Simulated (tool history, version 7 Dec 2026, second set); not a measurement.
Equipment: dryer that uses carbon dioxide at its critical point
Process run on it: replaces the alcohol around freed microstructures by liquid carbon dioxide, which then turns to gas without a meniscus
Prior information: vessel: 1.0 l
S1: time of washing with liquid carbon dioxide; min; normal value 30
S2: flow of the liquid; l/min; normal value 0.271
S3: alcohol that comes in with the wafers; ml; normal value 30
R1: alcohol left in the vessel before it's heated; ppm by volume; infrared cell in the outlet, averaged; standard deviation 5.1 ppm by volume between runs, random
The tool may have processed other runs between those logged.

| run | hour | S1 | S2 | S3 | R1 |
|---|---|---|---|---|---|
| 1 | 0 | 30 | 0.271 | 30 | 103 |
| 2 | 4.8 | 35 | 0.271 | 30 | 49 |
| 3 | 10.4 | 35 | 0.271 | 30 | 43 |
| 4 | 20.1 | 30 | 0.267 | 30 | 110 |
| 5 | 29 | 30 | 0.267 | 30 | 116 |
| 6 | 35.9 | 30 | 0.267 | 30 | 117 |
| 7 | 42.6 | 30 | 0.267 | 30 | 126 |
| 8 | 48.4 | 30 | 0.267 | 30 | 115 |
| 9 | 58.1 | 30 | 0.267 | 30 | 122 |
| 10 | 63.3 | 30 | 0.267 | 30 | 124 |
| 11 | 70.7 | 30 | 0.271 | 30 | 110 |
| 12 | 78.3 | 19 | 0.271 | 30 | 757 |
| 13 | 87 | 19 | 0.271 | 30 | 761 |
| 14 | 94.5 | 30 | 0.354 | 30 | 35 |
| 15 | 101.9 | 30 | 0.271 | 28 | 105 |
| 16 | 110.9 | 30 | 0.271 | 28 | 111 |
| 17 | 115.2 | 30 | 0.271 | 28 | 122 |
| 18 | 120.9 | 25 | 0.271 | 28 | 246 |
| 19 | 127.7 | 30 | 0.265 | 30 | 124 |
| 20 | 133.4 | 30 | 0.271 | 62 | 223 |
| 21 | 140.5 | 30 | 0.271 | 62 | 232 |
| 22 | 144.6 | 30 | 0.398 | 25 | 46 |
| 23 | 151.9 | 24 | 0.398 | 30 | 59 |
| 24 | 158.9 | 43 | 0.449 | 54 | 35 |
| 25 | 164.7 | 43 | 0.449 | 54 | 28 |
| 26 | 169.5 | 36 | 0.176 | 54 | 667 |
| 27 | 175.9 | 47 | 0.408 | 116 | 36 |
| 28 | 183.9 | 47 | 0.408 | 116 | 38 |
| 29 | 191.1 | 47 | 0.408 | 116 | 39 |
| 30 | 200.9 | 30 | 0.276 | 24 | 100 |
| 31 | 207.2 | 24 | 0.179 | 30 | 1578 |
| 32 | 215.7 | 28 | 0.344 | 68 | 121 |
| 33 | 220.3 | 26 | 0.237 | 68 | 934 |
| 34 | 226.2 | 25 | 0.236 | 84 | 1362 |
| 35 | 235.1 | 24 | 0.182 | 34 | 1711 |
| 36 | 240.3 | 24 | 0.182 | 34 | 1679 |
| 37 | 245.6 | 27 | 0.271 | 25 | 178 |
| 38 | 251.2 | 27 | 0.271 | 25 | 196 |
| 39 | 257.4 | 26 | 0.201 | 25 | 703 |

Run 40 comes next. What will it give?
| 40 | 262.5 | 26 | 0.201 | 25 | ? |

{"run 40": {"R1": 693}}
On a tool with no hidden condition, and with the same random variation, this run would have come out at R1 445 ppm by volume.

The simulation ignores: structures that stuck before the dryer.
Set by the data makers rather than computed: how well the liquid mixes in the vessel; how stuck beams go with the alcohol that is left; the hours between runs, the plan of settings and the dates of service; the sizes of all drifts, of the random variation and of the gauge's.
